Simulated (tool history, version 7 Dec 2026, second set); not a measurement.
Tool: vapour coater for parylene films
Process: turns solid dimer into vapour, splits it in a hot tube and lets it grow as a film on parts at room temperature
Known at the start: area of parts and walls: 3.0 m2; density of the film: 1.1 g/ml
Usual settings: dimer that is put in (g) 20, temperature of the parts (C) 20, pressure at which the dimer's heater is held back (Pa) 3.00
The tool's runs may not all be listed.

| run | hour | dimer that is put in (g) | temperature of the parts (C) | pressure at which the dimer's heater is held back (Pa) | thickness of the film (µm) |
|---|---|---|---|---|---|
| 1 | 0.0 | 20 | 20 | 3.00 | 4.02 |
| 2 | 23.8 | 20 | 20 | 3.00 | 4.04 |
| 3 | 36.7 | 20 | 20 | 3.00 | 4.03 |
| 4 | 61.5 | 20 | 20 | 3.00 | 4.02 |
| 5 | 80.3 | 20 | 20 | 3.00 | 4.05 |
| 6 | 102.9 | 20 | 20 | 3.00 | 3.99 |
| 7 | 121.2 | 20 | 17 | 2.46 | 4.34 |
| 8 | 143.0 | 20 | 17 | 2.46 | 4.35 |
| 9 | 167.8 | 11 | 29 | 9.65 | 1.54 |
| 10 | 190.3 | 30 | 32 | 5.59 | 4.34 |
| 11 | 208.6 | 30 | 32 | 5.59 | 4.37 |
| 12 | 227.2 | 9 | 20 | 3.00 | 1.79 |

Forecast each of these 3 alternatives for the next run:
| A | 252.7 | 10 | 20 | 7.23 | ? |
| B | 252.7 | 9 | 14 | 4.65 | ? |
| C | 252.7 | 9 | 20 | 4.90 | ? |

| run | thickness of the film (µm) |
|---|---|
| A | 1.70 |
| B | 1.84 |
| C | 1.63 |
Without the tool's hidden state the same runs would have given:
| run | thickness of the film (µm) |
|---|---|
| A | 1.77 |
| B | 1.91 |
| C | 1.69 |

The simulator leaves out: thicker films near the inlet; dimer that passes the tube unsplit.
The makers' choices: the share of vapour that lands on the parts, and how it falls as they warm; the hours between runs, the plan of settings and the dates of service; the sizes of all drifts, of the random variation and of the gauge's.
